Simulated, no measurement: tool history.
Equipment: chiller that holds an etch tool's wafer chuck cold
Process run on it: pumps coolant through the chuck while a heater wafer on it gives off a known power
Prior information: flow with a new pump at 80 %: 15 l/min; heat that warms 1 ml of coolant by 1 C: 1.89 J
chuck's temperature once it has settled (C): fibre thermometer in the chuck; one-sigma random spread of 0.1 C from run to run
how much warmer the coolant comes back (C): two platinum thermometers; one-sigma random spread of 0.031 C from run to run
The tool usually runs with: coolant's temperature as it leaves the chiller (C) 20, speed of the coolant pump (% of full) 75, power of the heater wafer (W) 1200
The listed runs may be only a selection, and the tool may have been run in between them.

run	hour	coolant's temperature as it leaves the chiller (C)	speed of the coolant pump (% of full)	power of the heater wafer (W)	chuck's temperature once it has settled (C)	how much warmer the coolant comes back (C)
1	0	20	75	1200	28.7	2.69
2	55.3	20	75	1200	28.6	2.63
3	93.3	20	75	1200	28.6	2.72
4	130.6	20	75	1200	28.6	2.72
5	177.1	20	75	1200	28.8	2.73
6	208.2	20	75	1200	28.6	2.72
7	233.2	20	75	1006	27.5	2.28
8	278.3	20	75	1200	28.9	2.79
9	329.2	20	75	1200	28.8	2.7
# hour 335.6: chiller's thermometer calibrated
10	370.3	20	62	1200	30.1	3.33
11	427.3	11	75	1200	19.7	2.81
12	470.6	11	75	1200	19.9	2.72
13	514.6	26	75	1301	35.4	3
# hour 527.2: chiller's thermometer calibrated, once more
14	547.1	26	75	847	32.1	1.91
15	595.1	26	75	847	32.1	1.95
16	621.1	26	75	847	32.1	1.97
17	669	26	88	601	29.8	1.18
18	729.9	17	88	1723	28.1	3.37
19	774.4	14	95	1723	24.4	3.06
20	799.7	14	95	1723	24.5	3.12
21	837	20	75	695	25.1	1.58
22	891.2	20	75	695	25.1	1.64

What if the next run were any one of these 3? Each begins from the tool's condition after run 22:
A	930.6	30	75	1200	?	?
B	930.6	12	64	665	?	?
C	930.6	12	64	995	?	?

run	chuck's temperature once it has settled (C)	how much warmer the coolant comes back (C)
A	38.8	2.75
B	17.6	1.74
C	20.3	2.64
Stripped of hidden state, with their random variation kept, the same runs would have yielded:
run	chuck's temperature once it has settled (C)	how much warmer the coolant comes back (C)
A	37.5	2.71
B	16.8	1.72
C	19	2.61
